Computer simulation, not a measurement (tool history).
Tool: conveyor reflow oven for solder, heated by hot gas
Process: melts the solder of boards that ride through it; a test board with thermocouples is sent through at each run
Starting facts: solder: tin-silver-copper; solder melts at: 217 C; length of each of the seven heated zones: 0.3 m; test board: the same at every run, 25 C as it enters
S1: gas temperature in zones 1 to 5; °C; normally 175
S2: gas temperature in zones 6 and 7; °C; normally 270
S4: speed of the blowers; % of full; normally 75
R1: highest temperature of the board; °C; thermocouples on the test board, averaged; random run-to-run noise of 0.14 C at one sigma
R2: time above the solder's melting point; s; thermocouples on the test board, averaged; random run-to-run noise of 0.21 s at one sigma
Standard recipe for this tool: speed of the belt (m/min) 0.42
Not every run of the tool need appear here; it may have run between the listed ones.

Run 1, hour 0: usual settings. Result: R1 259.6 °C, R2 71.2 s.
Run 2, hour 63.4: usual settings. Result: R1 259.7 °C, R2 71.1 s.
Run 3, hour 102.8: usual settings but speed of the belt (m/min) 0.487. Result: R1 255 °C, R2 57.7 s.
Run 4, hour 151.2: usual settings but speed of the belt (m/min) 0.487. Result: R1 254.8 °C, R2 57.5 s.
Run 5, hour 199.3: usual settings but speed of the belt (m/min) 0.487. Result: R1 254.8 °C, R2 57.3 s.
Run 6, hour 238.1: usual settings but speed of the belt (m/min) 0.487. Result: R1 254.7 °C, R2 57.2 s.
At hour 248.6: flux residue cleaned out of gas plates and filters.
Run 7, hour 279.2: usual settings but speed of the belt (m/min) 0.487. Result: R1 258 °C, R2 60 s.
Run 8, hour 345: usual settings but S1 185 °C. Result: R1 263.2 °C, R2 78.3 s.
Run 9, hour 382.3: usual settings but S1 185 °C. Result: R1 263.1 °C, R2 78 s.
Run 10, hour 419.1: usual settings but S1 185 °C. Result: R1 263.3 °C, R2 78.4 s.
Run 11, hour 451.4: usual settings. Result: R1 261.8 °C, R2 73 s.
Run 12, hour 508.5: usual settings. Result: R1 261.7 °C, R2 73.9 s.
Run 13, hour 575.6: usual settings but speed of the belt (m/min) 0.444. Result: R1 260.1 °C, R2 68 s.
Run 14, hour 607.3: usual settings but speed of the belt (m/min) 0.444. Result: R1 259.9 °C, R2 68.1 s.
Run 15, hour 655.4: usual settings but speed of the belt (m/min) 0.444. Result: R1 260.2 °C, R2 68.2 s.
Run 16, hour 721.7: usual settings but speed of the belt (m/min) 0.401, S4 61 % of full. Result: R1 261.3 °C, R2 76.6 s.
Run 17, hour 750: usual settings but S2 280 °C, speed of the belt (m/min) 0.413, S4 61 % of full. Result: R1 270 °C, R2 78.8 s.
Run 18, hour 802.1: usual settings but S1 165 °C, S2 280 °C, speed of the belt (m/min) 0.413, S4 61 % of full. Result: R1 268.6 °C, R2 74.6 s.
Run 19, hour 839.3: usual settings but S1 169 °C, speed of the belt (m/min) 0.345. Result: R1 265.6 °C, R2 90.6 s.
At hour 883.3: thermocouples of zones 6 and 7 changed.
Run 20, hour 883.3: usual settings but S1 180 °C, S4 61 % of full. Result: R1 257.6 °C, R2 72.8 s.
Run 21, hour 918.9: usual settings but S1 180 °C, S2 272 °C, S4 71 % of full. Result: R1 260.5 °C, R2 74.9 s.
Run 22, hour 967.4: usual settings but S1 180 °C, S2 272 °C, S4 71 % of full. Result: R1 260.4 °C, R2 74.8 s.
Run 23, hour 1028: usual settings but S4 81 % of full. Result: R1 258.7 °C, R2 71.8 s.
At hour 1066.3: flux residue cleaned out of gas plates and filters.
Run 24, hour 1092.7: usual settings but S1 180 °C, speed of the belt (m/min) 0.345, S4 56 % of full. Result: R1 263.7 °C, R2 94.7 s.
Run 25, hour 1159.7: usual settings but S1 180 °C, speed of the belt (m/min) 0.348, S4 83 % of full. Result: R1 265 °C, R2 95.3 s.
Run 26, hour 1215.7: usual settings but S2 285 °C, speed of the belt (m/min) 0.455, S4 69 % of full. Result: R1 271.7 °C, R2 72.9 s.
Run 27, hour 1249.8: usual settings but S2 285 °C, speed of the belt (m/min) 0.455, S4 69 % of full. Result: R1 271.5 °C, R2 73.2 s.
Run 28, hour 1314.9: usual settings but S1 187 °C, S2 264 °C, speed of the belt (m/min) 0.465, S4 63 % of full. Result: R1 252.9 °C, R2 65.9 s.
Run 29, hour 1374: usual settings but S1 187 °C, S2 264 °C, speed of the belt (m/min) 0.465, S4 63 % of full. Result: R1 252.9 °C, R2 65.8 s.
At hour 1408.4: belt drive overhauled, speed set with a stopwatch.
Run 30, hour 1410.9: usual settings but S1 186 °C, S2 259 °C, speed of the belt (m/min) 0.449, S4 63 % of full. Result: R1 248.4 °C, R2 62.7 s.

Here are 4 independent what-if runs from the current tool condition. What would each one return?
Run A, hour 1442.6: usual settings but S1 186 °C, S2 259 °C, speed of the belt (m/min) 0.414, S4 63 % of full. Result: R1 ?, R2 ?.
Run B, hour 1442.6: usual settings but S1 174 °C, speed of the belt (m/min) 0.377. Result: R1 ?, R2 ?.
Run C, hour 1442.6: usual settings but S1 186 °C, S2 259 °C, speed of the belt (m/min) 0.461, S4 63 % of full. Result: R1 ?, R2 ?.
Run D, hour 1442.6: usual settings but S1 186 °C, S2 259 °C, speed of the belt (m/min) 0.449, S4 72 % of full. Result: R1 ?, R2 ?.

run     R1    R2
  A  250.2  70.4
  B  262.1    81
  C  247.8  60.5
  D  249.2  63.8
Stripped of hidden state, with their random variation kept, the same runs would have yielded:
run     R1    R2
  A  250.4    71
  B  262.3  81.6
  C  248.2  61.3
  D  249.5  64.6
